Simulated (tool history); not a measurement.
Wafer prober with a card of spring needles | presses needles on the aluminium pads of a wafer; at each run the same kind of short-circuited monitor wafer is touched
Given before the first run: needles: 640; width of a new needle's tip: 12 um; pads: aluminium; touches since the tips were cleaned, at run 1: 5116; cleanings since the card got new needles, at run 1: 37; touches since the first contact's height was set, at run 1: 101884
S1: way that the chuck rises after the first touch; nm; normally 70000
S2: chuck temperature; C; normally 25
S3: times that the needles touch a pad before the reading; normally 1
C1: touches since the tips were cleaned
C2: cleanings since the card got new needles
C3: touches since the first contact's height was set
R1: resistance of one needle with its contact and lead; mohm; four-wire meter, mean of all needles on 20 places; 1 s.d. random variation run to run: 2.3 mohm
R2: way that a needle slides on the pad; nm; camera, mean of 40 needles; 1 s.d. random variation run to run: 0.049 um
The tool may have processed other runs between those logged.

run,day,S1,S2,S3,C1,C2,C3,R1,R2
1,0,70000,25,1,5116,37,101884,256,17930
# day 0.179: tips cleaned on abrasive film
2,0.571,70000,25,1,6749,38,111680,259,18130
# day 0.692: tips cleaned on abrasive film
3,0.946,70000,25,1,4408,39,118081,254,18070
# day 1.146: tips cleaned on abrasive film
4,1.525,70000,25,1,6515,40,127966,256,18060
# day 1.621: tips cleaned on abrasive film
5,1.967,70000,25,2,6012,41,135574,258,18160
# day 2.096: tips cleaned on abrasive film
# day 2.588: tips cleaned on abrasive film
6,2.725,70000,25,2,2424,43,148513,252,18140
# day 3.083: tips cleaned on abrasive film
7,3.171,70000,25,2,1546,44,156128,251,18150
# day 3.55: tips cleaned on abrasive film
8,3.654,70000,25,2,1789,45,164356,256,18220
# day 4.042: tips cleaned on abrasive film
9,4.046,70000,25,1,40,46,171046,255,18300
# day 4.5: tips cleaned on abrasive film
10,4.55,70000,25,1,837,47,179692,256,18330
11,4.9,70000,25,2,6918,47,185773,256,18300
# day 4.992: tips cleaned on abrasive film
12,5.225,70000,78,2,4079,48,191300,270,18250
# day 5.475: tips cleaned on abrasive film
# day 5.958: tips cleaned on abrasive film
13,5.958,70000,78,2,0,50,203775,272,18290
# day 6.196: gauge calibrated
# day 6.412: tips cleaned on abrasive film
14,6.438,70000,78,2,456,51,211986,269,18150
# day 6.871: tips cleaned on abrasive film
15,7.112,70000,78,1,4226,52,223610,268,18140
# day 7.371: tips cleaned on abrasive film
# day 7.692: height of the first contact set anew
16,7.779,70000,78,1,6832,53,1562,269,18120
# day 7.908: tips cleaned on abrasive film
17,8.138,80000,25,1,4008,54,7674,252,20770
# day 8.375: tips cleaned on abrasive film
18,8.508,70000,73,1,2310,55,13963,274,18190
# day 8.854: tips cleaned on abrasive film
19,9.238,69000,103,3,6606,56,26508,277,17930
# day 9.308: tips cleaned on abrasive film
20,9.646,69000,103,3,5813,57,33472,274,17960
# day 9.762: tips cleaned on abrasive film
# day 10.279: tips cleaned on abrasive film
21,10.338,70000,25,2,979,59,45256,259,18320
# day 10.75: tips cleaned on abrasive film
22,10.846,70000,84,2,1654,60,53976,270,18350
# day 11.208: tips cleaned on abrasive film
23,11.208,70000,76,1,0,61,60183,271,18300
# day 11.7: tips cleaned on abrasive film
24,11.704,74000,25,1,83,62,68673,254,19410
# day 12.188: tips cleaned on abrasive film
25,12.304,55000,25,1,1991,63,78934,258,14490
# day 12.654: tips cleaned on abrasive film
26,12.888,68000,62,1,4001,64,88916,267,17880
# day 13.158: tips cleaned on abrasive film
27,13.55,68000,77,1,6774,65,100318,272,17990
# day 13.671: tips cleaned on abrasive film
# day 13.812: gauge calibrated
28,13.896,70000,25,2,3905,66,106184,257,18100
# day 14.146: tips cleaned on abrasive film
29,14.467,70000,94,3,5552,67,115985,273,18030
# day 14.608: tips cleaned on abrasive film
30,15,58000,52,1,6762,68,125133,262,15050
# day 15.096: tips cleaned on abrasive film
31,15.533,51000,83,1,7561,69,134249,269,13180
# day 15.588: tips cleaned on abrasive film
32,16.021,63000,63,2,7518,70,142591,270,16350

Take each entry between the runs: how does the hidden state at the last listed run before it differ from the hidden state at the first listed run after it?
Runs 1 to 2: tips cleaned on abrasive film (day 0.179)
  debris on the tips, nm: 1.3 -> 1.5; tips' diameter, um: 12.01 -> 12.02; drift of the gauge itself on scrub_um, %: 0 -> 0.17
  measured less the result without the state, R2: +0 -> +30 nm
Runs 2 to 3: tips cleaned on abrasive film (day 0.692)
  debris on the tips, nm: 1.5 -> 1.3; drift of the gauge itself on scrub_um, %: 0.17 -> 0.29
  measured less the result without the state, R2: +30 -> +50 nm
Runs 3 to 4: tips cleaned on abrasive film (day 1.146)
  debris on the tips, nm: 1.3 -> 1.5; way that the needles fall short of the set height, um: 0.01 -> 0.02; drift of the gauge itself on scrub_um, %: 0.29 -> 0.46
  measured less the result without the state, R2: +50 -> +70 nm
Runs 4 to 5: tips cleaned on abrasive film (day 1.621)
  drift of the gauge itself on scrub_um, %: 0.46 -> 0.6
  measured less the result without the state, R2: +70 -> +100 nm
Runs 5 to 6: tips cleaned on abrasive film (day 2.096); tips cleaned on abrasive film (day 2.588)
  debris on the tips, nm: 1.5 -> 0.9; drift of the gauge itself on scrub_um, %: 0.6 -> 0.83
  measured less the result without the state, R2: +100 -> +140 nm
Runs 6 to 7: tips cleaned on abrasive film (day 3.083)
  debris on the tips, nm: 0.9 -> 0.7; drift of the gauge itself on scrub_um, %: 0.83 -> 0.96
  measured less the result without the state, R2: +140 -> +170 nm
Runs 7 to 8: tips cleaned on abrasive film (day 3.55)
  drift of the gauge itself on scrub_um, %: 0.96 -> 1.11
  measured less the result without the state, R2: +170 -> +190 nm
Runs 8 to 9: tips cleaned on abrasive film (day 4.042)
  debris on the tips, nm: 0.7 -> 0.1; drift of the gauge itself on scrub_um, %: 1.11 -> 1.22
  measured less the result without the state, R2: +190 -> +220 nm
Runs 9 to 10: tips cleaned on abrasive film (day 4.5)
  debris on the tips, nm: 0.1 -> 0.5; drift of the gauge itself on scrub_um, %: 1.22 -> 1.38
  measured less the result without the state, R2: +220 -> +250 nm
Runs 11 to 12: tips cleaned on abrasive film (day 4.992)
  debris on the tips, nm: 1.6 -> 1.2; drift of the gauge itself on scrub_um, %: 1.48 -> 1.58
  measured less the result without the state, R2: +260 -> +280 nm
Runs 12 to 13: tips cleaned on abrasive film (day 5.475); tips cleaned on abrasive film (day 5.958)
  debris on the tips, nm: 1.2 -> 0.1; way that the needles fall short of the set height, um: 0.02 -> 0.03; drift of the gauge itself on scrub_um, %: 1.58 -> 1.8
  measured less the result without the state, R2: +280 -> +320 nm
Runs 13 to 14: gauge calibrated (day 6.196); tips cleaned on abrasive film (day 6.412)
  debris on the tips, nm: 0.1 -> 0.3; drift of the gauge itself on scrub_um, %: 1.8 -> 0.07
  measured less the result without the state, R2: +320 -> +0 nm
Runs 14 to 15: tips cleaned on abrasive film (day 6.871)
  debris on the tips, nm: 0.3 -> 1.2; drift of the gauge itself on scrub_um, %: 0.07 -> 0.28
  measured less the result without the state, R2: +0 -> +40 nm
Runs 15 to 16: tips cleaned on abrasive film (day 7.371); height of the first contact set anew (day 7.692)
  debris on the tips, nm: 1.2 -> 1.6; way that the needles fall short of the set height, um: 0.03 -> 0; drift of the gauge itself on scrub_um, %: 0.28 -> 0.48
  measured less the result without the state, R2: +40 -> +90 nm
Runs 16 to 17: tips cleaned on abrasive film (day 7.908)
  debris on the tips, nm: 1.6 -> 1.2; drift of the gauge itself on scrub_um, %: 0.48 -> 0.58
  measured less the result without the state, R2: +90 -> +120 nm
Runs 17 to 18: tips cleaned on abrasive film (day 8.375)
  debris on the tips, nm: 1.2 -> 0.9; drift of the gauge itself on scrub_um, %: 0.58 -> 0.7
  measured less the result without the state, R2: +120 -> +120 nm
Runs 18 to 19: tips cleaned on abrasive film (day 8.854)
  debris on the tips, nm: 0.9 -> 1.6; drift of the gauge itself on scrub_um, %: 0.7 -> 0.92
  measured less the result without the state, R2: +120 -> +160 nm
Runs 19 to 20: tips cleaned on abrasive film (day 9.308)
  debris on the tips, nm: 1.6 -> 1.5; drift of the gauge itself on scrub_um, %: 0.92 -> 1.04
  measured less the result without the state, R2: +160 -> +190 nm
Runs 20 to 21: tips cleaned on abrasive film (day 9.762); tips cleaned on abrasive film (day 10.279)
  debris on the tips, nm: 1.5 -> 0.5; way that the needles fall short of the set height, um: 0 -> 0.01; drift of the gauge itself on scrub_um, %: 1.04 -> 1.25
  measured less the result without the state, R2: +190 -> +220 nm
Runs 21 to 22: tips cleaned on abrasive film (day 10.75)
  debris on the tips, nm: 0.5 -> 0.7; drift of the gauge itself on scrub_um, %: 1.25 -> 1.4
  measured less the result without the state, R2: +220 -> +250 nm
Runs 22 to 23: tips cleaned on abrasive film (day 11.208)
  debris on the tips, nm: 0.7 -> 0.1; drift of the gauge itself on scrub_um, %: 1.4 -> 1.51
  measured less the result without the state, R2: +250 -> +280 nm
Runs 23 to 24: tips cleaned on abrasive film (day 11.7)
  debris on the tips, nm: 0.1 -> 0.2; drift of the gauge itself on scrub_um, %: 1.51 -> 1.66
  measured less the result without the state, R2: +280 -> +320 nm
Runs 24 to 25: tips cleaned on abrasive film (day 12.188)
  debris on the tips, nm: 0.2 -> 0.8; tips' diameter, um: 12.02 -> 12.03; drift of the gauge itself on scrub_um, %: 1.66 -> 1.84
  measured less the result without the state, R2: +320 -> +260 nm
Runs 25 to 26: tips cleaned on abrasive film (day 12.654)
  debris on the tips, nm: 0.8 -> 1.1; drift of the gauge itself on scrub_um, %: 1.84 -> 2.02
  measured less the result without the state, R2: +260 -> +350 nm
Runs 26 to 27: tips cleaned on abrasive film (day 13.158)
  debris on the tips, nm: 1.1 -> 1.6; drift of the gauge itself on scrub_um, %: 2.02 -> 2.22
  measured less the result without the state, R2: +350 -> +390 nm
Runs 27 to 28: tips cleaned on abrasive film (day 13.671); gauge calibrated (day 13.812)
  debris on the tips, nm: 1.6 -> 1.3; drift of the gauge itself on scrub_um, %: 2.22 -> 0.02
  measured less the result without the state, R2: +390 -> +0 nm
Runs 28 to 29: tips cleaned on abrasive film (day 14.146)
  debris on the tips, nm: 1.3 -> 1.4; way that the needles fall short of the set height, um: 0.01 -> 0.02; drift of the gauge itself on scrub_um, %: 0.02 -> 0.2
  measured less the result without the state, R2: +0 -> +30 nm
Runs 29 to 30: tips cleaned on abrasive film (day 14.608)
  debris on the tips, nm: 1.4 -> 1.5; drift of the gauge itself on scrub_um, %: 0.2 -> 0.36
  measured less the result without the state, R2: +30 -> +50 nm
Runs 30 to 31: tips cleaned on abrasive film (day 15.096)
  debris on the tips, nm: 1.5 -> 1.6; drift of the gauge itself on scrub_um, %: 0.36 -> 0.52
  measured less the result without the state, R2: +50 -> +60 nm
Runs 31 to 32: tips cleaned on abrasive film (day 15.588)
  drift of the gauge itself on scrub_um, %: 0.52 -> 0.67
  measured less the result without the state, R2: +60 -> +110 nm
